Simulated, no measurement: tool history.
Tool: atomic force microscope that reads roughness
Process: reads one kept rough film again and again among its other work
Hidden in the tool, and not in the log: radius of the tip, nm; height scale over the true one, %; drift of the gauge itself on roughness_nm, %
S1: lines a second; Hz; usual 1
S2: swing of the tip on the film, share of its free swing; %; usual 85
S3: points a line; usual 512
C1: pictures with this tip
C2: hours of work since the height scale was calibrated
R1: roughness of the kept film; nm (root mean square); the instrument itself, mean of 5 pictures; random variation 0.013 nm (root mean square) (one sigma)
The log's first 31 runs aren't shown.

| run | hour | S1 | S2 | S3 | C1 | C2 | R1 |
|---|---|---|---|---|---|---|---|
| 32 | 1433.5 | 3.89 | 85 | 697 | 286 | 36 | 2.296 |
| 33 | 1481.7 | 2.38 | 78 | 331 | 346 | 66 | 2.59 |
|  | 1521.6 | new tip fitted |
| 34 | 1542.6 | 2.38 | 60 | 331 | 26 | 104 | 3.088 |
| 35 | 1593.9 | 0.82 | 57 | 540 | 89 | 136 | 3.17 |
| 36 | 1618.6 | 3.04 | 85 | 725 | 119 | 151 | 2.559 |
| 37 | 1647.4 | 1.23 | 75 | 512 | 155 | 169 | 2.966 |
| 38 | 1699.2 | 1.23 | 75 | 512 | 218 | 201 | 2.897 |
| 39 | 1750.5 | 1.02 | 75 | 332 | 282 | 233 | 2.838 |
| 40 | 1776.7 | 1.02 | 75 | 332 | 314 | 250 | 2.805 |
| 41 | 1804.7 | 1.02 | 75 | 332 | 348 | 267 | 2.791 |
|  | 1840.9 | new tip fitted |
| 42 | 1840.9 | 1.02 | 75 | 277 | 0 | 289 | 3.115 |
| 43 | 1895.3 | 1 | 85 | 385 | 67 | 323 | 2.958 |
| 44 | 1931.7 | 1 | 65 | 361 | 112 | 346 | 3.097 |
| 45 | 1961 | 1 | 65 | 361 | 148 | 364 | 3.042 |
| 46 | 2014.5 | 0.63 | 73 | 852 | 214 | 397 | 3.023 |
| 47 | 2046.2 | 0.63 | 73 | 852 | 253 | 417 | 2.956 |
| 48 | 2102.4 | 0.63 | 73 | 852 | 322 | 452 | 2.901 |
| 49 | 2137.9 | 0.75 | 81 | 661 | 365 | 474 | 2.808 |
|  | 2161.6 | new tip fitted |
| 50 | 2195.8 | 2.2 | 85 | 540 | 42 | 510 | 2.77 |
| 51 | 2257 | 2.2 | 85 | 540 | 117 | 548 | 2.678 |

5 ways to go on from here, each from the tool as it stands after run 51. What would each give?
| A | 2285.4 | 3.33 | 66 | 512 | 152 | 566 | ? |
| B | 2285.4 | 2.19 | 73 | 334 | 152 | 566 | ? |
| C | 2285.4 | 1 | 75 | 308 | 152 | 566 | ? |
| D | 2285.4 | 2.29 | 87 | 462 | 152 | 566 | ? |
| E | 2285.4 | 3.45 | 85 | 779 | 152 | 566 | ? |

| run | R1 |
|---|---|
| A | 2.84 |
| B | 2.83 |
| C | 2.97 |
| D | 2.606 |
| E | 2.445 |
Without the tool's hidden state the same runs would have given:
| run | R1 |
|---|---|
| A | 3.031 |
| B | 3.02 |
| C | 3.169 |
| D | 2.78 |
| E | 2.609 |
